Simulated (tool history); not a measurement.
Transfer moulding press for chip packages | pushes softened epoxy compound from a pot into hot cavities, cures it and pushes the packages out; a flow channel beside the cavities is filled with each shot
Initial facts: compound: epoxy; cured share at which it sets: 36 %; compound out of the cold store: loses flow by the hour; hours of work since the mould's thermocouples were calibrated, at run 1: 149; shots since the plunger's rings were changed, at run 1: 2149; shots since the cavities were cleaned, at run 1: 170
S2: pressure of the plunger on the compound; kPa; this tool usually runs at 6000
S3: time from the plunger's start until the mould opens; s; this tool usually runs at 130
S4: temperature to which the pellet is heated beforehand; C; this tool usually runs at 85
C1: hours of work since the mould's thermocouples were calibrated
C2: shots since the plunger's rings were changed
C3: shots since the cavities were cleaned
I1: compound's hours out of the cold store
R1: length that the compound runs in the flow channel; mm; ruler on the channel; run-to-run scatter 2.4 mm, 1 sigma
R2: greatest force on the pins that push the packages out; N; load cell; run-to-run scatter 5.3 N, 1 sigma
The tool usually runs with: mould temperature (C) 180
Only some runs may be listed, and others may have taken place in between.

{"run": 1, "day": 0.0, "mould temperature (C)": 180, "S2": 6000, "S3": 130, "S4": 85, "C1": 149, "C2": 2149, "C3": 170, "I1": 38.6, "R1": 535, "R2": 239}
{"day": 2.342, "done": "cavities cleaned with cleaning compound and waxed"}
{"run": 2, "day": 2.512, "mould temperature (C)": 180, "S2": 6000, "S3": 130, "S4": 85, "C1": 176, "C2": 2537, "C3": 27, "I1": 10.7, "R1": 586, "R2": 192}
{"run": 3, "day": 3.942, "mould temperature (C)": 180, "S2": 6000, "S3": 155, "S4": 85, "C1": 192, "C2": 2763, "C3": 253, "I1": 11.1, "R1": 584, "R2": 236}
{"run": 4, "day": 5.667, "mould temperature (C)": 180, "S2": 6000, "S3": 130, "S4": 85, "C1": 211, "C2": 3037, "C3": 527, "I1": 39.6, "R1": 524, "R2": 295}
{"day": 5.867, "done": "cavities cleaned with cleaning compound and waxed"}
{"run": 5, "day": 7.754, "mould temperature (C)": 180, "S2": 6000, "S3": 130, "S4": 85, "C1": 233, "C2": 3358, "C3": 299, "I1": 12.9, "R1": 576, "R2": 275}
{"day": 9.262, "done": "cavities cleaned with cleaning compound and waxed"}
{"run": 6, "day": 9.379, "mould temperature (C)": 180, "S2": 6000, "S3": 130, "S4": 85, "C1": 250, "C2": 3606, "C3": 19, "I1": 16.1, "R1": 565, "R2": 194}
{"run": 7, "day": 10.992, "mould temperature (C)": 180, "S2": 6000, "S3": 164, "S4": 85, "C1": 268, "C2": 3861, "C3": 274, "I1": 9.5, "R1": 574, "R2": 237}
{"run": 8, "day": 12.017, "mould temperature (C)": 180, "S2": 4990, "S3": 130, "S4": 85, "C1": 279, "C2": 4024, "C3": 437, "I1": 26.6, "R1": 493, "R2": 300}
{"day": 12.65, "done": "cavities cleaned with cleaning compound and waxed"}
{"run": 9, "day": 13.942, "mould temperature (C)": 180, "S2": 4990, "S3": 130, "S4": 85, "C1": 300, "C2": 4319, "C3": 204, "I1": 13.4, "R1": 515, "R2": 253}
{"day": 15.062, "done": "plunger's sealing rings changed"}
{"day": 16.192, "done": "cavities cleaned with cleaning compound and waxed"}
{"run": 10, "day": 16.625, "mould temperature (C)": 180, "S2": 6000, "S3": 137, "S4": 85, "C1": 327, "C2": 238, "C3": 69, "I1": 29.4, "R1": 575, "R2": 203}
{"day": 16.925, "done": "mould's thermocouples calibrated"}
{"run": 11, "day": 18.296, "mould temperature (C)": 180, "S2": 6000, "S3": 115, "S4": 85, "C1": 15, "C2": 490, "C3": 321, "I1": 22.7, "R1": 586, "R2": 317}
{"run": 12, "day": 19.483, "mould temperature (C)": 180, "S2": 6000, "S3": 130, "S4": 85, "C1": 28, "C2": 678, "C3": 509, "I1": 35.1, "R1": 557, "R2": 313}
{"day": 19.771, "done": "cavities cleaned with cleaning compound and waxed"}
{"run": 13, "day": 21.204, "mould temperature (C)": 180, "S2": 6000, "S3": 112, "S4": 85, "C1": 46, "C2": 941, "C3": 227, "I1": 14.7, "R1": 601, "R2": 323}
{"day": 23.325, "done": "cavities cleaned with cleaning compound and waxed"}
{"run": 14, "day": 23.388, "mould temperature (C)": 180, "S2": 6000, "S3": 112, "S4": 85, "C1": 70, "C2": 1277, "C3": 10, "I1": 22.7, "R1": 575, "R2": 233}
{"run": 15, "day": 25.012, "mould temperature (C)": 182, "S2": 6000, "S3": 151, "S4": 85, "C1": 88, "C2": 1534, "C3": 267, "I1": 22.6, "R1": 572, "R2": 242}
{"day": 26.875, "done": "cavities cleaned with cleaning compound and waxed"}
{"run": 16, "day": 27.212, "mould temperature (C)": 182, "S2": 5010, "S3": 151, "S4": 77, "C1": 111, "C2": 1874, "C3": 54, "I1": 19.5, "R1": 531, "R2": 186}
{"day": 28.083, "done": "mould's thermocouples calibrated, once more"}
{"run": 17, "day": 29.529, "mould temperature (C)": 176, "S2": 5150, "S3": 141, "S4": 83, "C1": 16, "C2": 2227, "C3": 407, "I1": 17.7, "R1": 546, "R2": 292}
{"day": 30.379, "done": "cavities cleaned with cleaning compound and waxed"}
{"run": 18, "day": 30.671, "mould temperature (C)": 176, "S2": 5150, "S3": 141, "S4": 83, "C1": 28, "C2": 2399, "C3": 47, "I1": 9.9, "R1": 557, "R2": 208}
{"run": 19, "day": 33.104, "mould temperature (C)": 176, "S2": 5150, "S3": 141, "S4": 83, "C1": 55, "C2": 2784, "C3": 432, "I1": 16.6, "R1": 538, "R2": 309}
{"day": 33.767, "done": "cavities cleaned with cleaning compound and waxed"}
{"run": 20, "day": 35.171, "mould temperature (C)": 180, "S2": 5150, "S3": 141, "S4": 83, "C1": 77, "C2": 3102, "C3": 222, "I1": 47.3, "R1": 475, "R2": 243}
{"run": 21, "day": 36.996, "mould temperature (C)": 173, "S2": 6000, "S3": 146, "S4": 85, "C1": 97, "C2": 3391, "C3": 511, "I1": 18.3, "R1": 582, "R2": 368}
{"day": 37.179, "done": "cavities cleaned with cleaning compound and waxed"}
{"run": 22, "day": 38.246, "mould temperature (C)": 174, "S2": 5910, "S3": 151, "S4": 92, "C1": 110, "C2": 3580, "C3": 169, "I1": 33.1, "R1": 547, "R2": 245}
{"run": 23, "day": 40.379, "mould temperature (C)": 181, "S2": 6800, "S3": 151, "S4": 88, "C1": 133, "C2": 3918, "C3": 507, "I1": 18.9, "R1": 592, "R2": 285}
{"day": 40.612, "done": "cavities cleaned with cleaning compound and waxed"}
{"run": 24, "day": 42.45, "mould temperature (C)": 184, "S2": 6000, "S3": 146, "S4": 82, "C1": 155, "C2": 4236, "C3": 291, "I1": 25.0, "R1": 534, "R2": 242}
{"run": 25, "day": 43.671, "mould temperature (C)": 180, "S2": 5280, "S3": 131, "S4": 77, "C1": 169, "C2": 4430, "C3": 485, "I1": 46.9, "R1": 473, "R2": 295}
{"day": 44.188, "done": "plunger's sealing rings changed"}
{"day": 44.25, "done": "cavities cleaned with cleaning compound and waxed"}
{"run": 26, "day": 44.912, "mould temperature (C)": 172, "S2": 6000, "S3": 130, "S4": 78, "C1": 180, "C2": 105, "C3": 105, "I1": 21.5, "R1": 615, "R2": 354}
{"run": 27, "day": 47.4, "mould temperature (C)": 182, "S2": 5050, "S3": 155, "S4": 83, "C1": 208, "C2": 499, "C3": 499, "I1": 46.8, "R1": 487, "R2": 283}

Each row is a separate what-if for the run after 27, all from the same tool condition, not one after another. Results?
{"day": 47.654, "done": "cavities cleaned with cleaning compound and waxed"}
{"run": "A", "day": 48.979, "mould temperature (C)": 181, "S2": 5760, "S3": 155, "S4": 83, "C1": 225, "C2": 740, "C3": 210, "I1": 27.5, "R1": "?", "R2": "?"}
{"day": 47.654, "done": "cavities cleaned with cleaning compound and waxed"}
{"run": "B", "day": 48.979, "mould temperature (C)": 179, "S2": 5790, "S3": 155, "S4": 83, "C1": 225, "C2": 740, "C3": 210, "I1": 9.7, "R1": "?", "R2": "?"}
{"day": 47.654, "done": "cavities cleaned with cleaning compound and waxed"}
{"run": "C", "day": 48.979, "mould temperature (C)": 178, "S2": 6000, "S3": 130, "S4": 85, "C1": 225, "C2": 740, "C3": 210, "I1": 29.0, "R1": "?", "R2": "?"}
{"day": 47.654, "done": "cavities cleaned with cleaning compound and waxed"}
{"run": "D", "day": 48.979, "mould temperature (C)": 182, "S2": 6000, "S3": 159, "S4": 83, "C1": 225, "C2": 740, "C3": 210, "I1": 30.6, "R1": "?", "R2": "?"}

run=A R1=558 R2=223
run=B R1=596 R2=245
run=C R1=577 R2=271
run=D R1=558 R2=227
Without the tool's hidden state the same runs would have given:
run=A R1=563 R2=157
run=B R1=602 R2=172
run=C R1=583 R2=186
run=D R1=564 R2=160
